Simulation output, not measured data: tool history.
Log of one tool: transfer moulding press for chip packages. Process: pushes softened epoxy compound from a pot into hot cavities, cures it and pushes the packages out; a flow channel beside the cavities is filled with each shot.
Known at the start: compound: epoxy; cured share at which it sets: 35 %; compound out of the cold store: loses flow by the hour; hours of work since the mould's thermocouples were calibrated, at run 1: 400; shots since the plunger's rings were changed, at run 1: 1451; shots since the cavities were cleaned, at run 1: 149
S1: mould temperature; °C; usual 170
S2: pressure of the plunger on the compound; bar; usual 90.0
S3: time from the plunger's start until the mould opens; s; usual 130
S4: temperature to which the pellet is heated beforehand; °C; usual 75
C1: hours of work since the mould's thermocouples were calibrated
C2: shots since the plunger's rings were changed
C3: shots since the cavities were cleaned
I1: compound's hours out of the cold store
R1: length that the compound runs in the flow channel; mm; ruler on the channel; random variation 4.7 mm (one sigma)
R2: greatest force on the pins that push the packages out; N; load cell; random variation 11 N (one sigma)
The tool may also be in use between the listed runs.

run     day   S1     S2   S3  S4   C1    C2   C3    I1   R1   R2
  1   0.000  170   90.0  130  75  400  1451  149  35.0  688  498
  2   0.879  170   90.0  130  68  413  1624  322  41.0  673  488
  3   1.338  170   90.0  130  68  419  1713  411  16.8  758  521
  4   1.721  170   90.0  130  68  424  1788  486  44.8  660  494
      2.333  -- cavities cleaned with cleaning compound and waxed
  5   2.629  170  101.2  130  75  436  1955   59  10.9  825  526
  6   3.188  170  101.2  130  75  444  2064  168  13.4  821  529
  7   3.854  170  101.2  130  80  453  2194  298  33.2  742  498
  8   4.450  170   90.0  130  75  462  2311  415  29.7  703  492
  9   5.271  170   90.0  130  75  473  2472  576  42.1  668  485
      5.421  -- cavities cleaned with cleaning compound and waxed
 10   5.983  170   90.0  130  75  482  2599  110  18.2  744  495
 11   6.383  170   90.0  130  75  488  2677  188  36.3  688  495
 12   7.292  169   90.0  130  75  501  2856  367  26.9  734  538
 13   7.929  169   90.0  130  75  510  2980  491  40.0  675  518
      8.442  -- cavities cleaned with cleaning compound and waxed
 14   8.817  169   90.0  130  75  521  3142   73  26.2  726  540
 15   9.596  169   90.0  130  75  532  3294  225  19.6  751  562
 16  10.133  170  104.8  165  83  540  3400  331  26.3  775  422
 17  10.725  168   90.0  130  70  548  3516  447  13.9  778  607
 18  11.362  168   78.0  130  70  557  3641  572  12.8  727  607
     11.475  -- cavities cleaned with cleaning compound and waxed
 19  11.954  170   78.4  130  70  564  3745   94  27.4  672  515
 20  12.571  170   78.5  152  75  573  3866  215  14.7  710  445
 21  13.133  168   78.5  152  85  581  3976  325  45.2  619  444
 22  13.517  168   78.5  152  85  586  4051  400  29.9  671  457
 23  14.162  170   98.7  112  75  595  4177  526  42.2  705  629
     14.533  -- cavities cleaned with cleaning compound and waxed
 24  14.654  170   91.8  130  76  601  4262   24  24.9  733  494
 25  15.100  170   88.1  160  75  607  4349  111  41.2  668  420
 26  15.979  174   70.2  131  69  620  4521  283  13.3  669  445
 27  16.646  167   75.3  126  73  629  4651  413  19.5  690  677

Forecast each of these 5 alternatives for the next run:
  A  17.454  163  108.5  130  75  640  4810  572  15.8   ?   ?
  B  17.454  163   75.3  126  74  640  4810  572  25.2   ?   ?
  C  17.454  171   90.0  110  81  640  4810  572  43.3   ?   ?
  D  17.454  167   98.7  145  73  640  4810  572  41.1   ?   ?
  E  17.454  170   76.2  123  80  640  4810  572  40.7   ?   ?

run   R1   R2
  A  858  887
  B  685  881
  C  661  597
  D  714  501
  E  620  542
Without the tool's hidden state the same runs would have given:
run   R1   R2
  A  858  882
  B  686  876
  C  662  594
  D  714  498
  E  621  539
